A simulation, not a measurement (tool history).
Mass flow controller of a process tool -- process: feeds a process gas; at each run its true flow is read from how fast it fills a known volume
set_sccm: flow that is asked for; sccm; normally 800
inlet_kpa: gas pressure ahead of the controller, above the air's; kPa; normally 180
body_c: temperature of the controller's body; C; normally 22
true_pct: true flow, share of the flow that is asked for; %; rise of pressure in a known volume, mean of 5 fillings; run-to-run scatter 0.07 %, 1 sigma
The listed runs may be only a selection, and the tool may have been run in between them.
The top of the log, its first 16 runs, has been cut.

| run | hour | set_sccm | inlet_kpa | body_c | hours of work since the controller was set to zero | hours of work since the controller was changed | true_pct |
|---|---|---|---|---|---|---|---|
| 17 | 6091.8 | 800 | 232 | 22 | 3613 | 3613 | 100.87 |
| 18 | 6365.3 | 800 | 232 | 22 | 3733 | 3733 | 100.91 |
| 19 | 6858.3 | 800 | 232 | 22 | 3949 | 3949 | 101.02 |
| 20 | 7233.4 | 800 | 233 | 28 | 4113 | 4113 | 101.36 |
|  | 7339.8 | controller's zero set anew |
| 21 | 7558.5 | 128 | 180 | 38 | 96 | 4255 | 99.49 |
| 22 | 7870.2 | 685 | 256 | 38 | 232 | 4391 | 101.57 |
| 23 | 8216.8 | 264 | 209 | 22 | 384 | 4543 | 99.61 |
| 24 | 8458.1 | 800 | 180 | 22 | 489 | 4648 | 101.00 |
| 25 | 8745.0 | 800 | 180 | 22 | 615 | 4774 | 101.13 |
| 26 | 9103.8 | 370 | 245 | 30 | 771 | 4930 | 100.70 |
| 27 | 9396.1 | 800 | 261 | 21 | 899 | 5058 | 101.62 |
| 28 | 9926.0 | 800 | 146 | 24 | 1131 | 5290 | 101.37 |
| 29 | 10221.0 | 844 | 180 | 22 | 1260 | 5419 | 101.61 |
| 30 | 10534.1 | 844 | 180 | 22 | 1397 | 5556 | 101.64 |
| 31 | 10988.9 | 844 | 180 | 22 | 1596 | 5755 | 101.89 |
| 32 | 11290.7 | 473 | 202 | 24 | 1728 | 5887 | 101.02 |
| 33 | 11734.9 | 473 | 202 | 24 | 1922 | 6081 | 101.13 |
| 34 | 12030.1 | 473 | 202 | 23 | 2051 | 6210 | 101.08 |
|  | 12130.7 | gauge calibrated |
| 35 | 12266.5 | 469 | 185 | 27 | 2155 | 6314 | 98.32 |
| 36 | 12487.4 | 927 | 194 | 30 | 2251 | 6410 | 100.12 |
| 37 | 12714.7 | 927 | 271 | 22 | 2351 | 6510 | 100.28 |

Each row is a separate what-if for the run after 37, all from the same tool condition, not one after another. Results?
| A | 13227.1 | 927 | 254 | 26 | 2575 | 6734 | ? |
| B | 13227.1 | 259 | 183 | 22 | 2575 | 6734 | ? |
| C | 13227.1 | 115 | 190 | 31 | 2575 | 6734 | ? |
| D | 13227.1 | 208 | 185 | 20 | 2575 | 6734 | ? |
| E | 13227.1 | 553 | 271 | 22 | 2575 | 6734 | ? |

| run | true_pct |
|---|---|
| A | 100.37 |
| B | 97.90 |
| C | 97.68 |
| D | 97.68 |
| E | 99.35 |
The same runs, with their run-to-run variation unchanged, on a tool lacking any hidden condition would have given:
| run | true_pct |
|---|---|
| A | 100.11 |
| B | 97.64 |
| C | 97.40 |
| D | 97.41 |
| E | 99.09 |
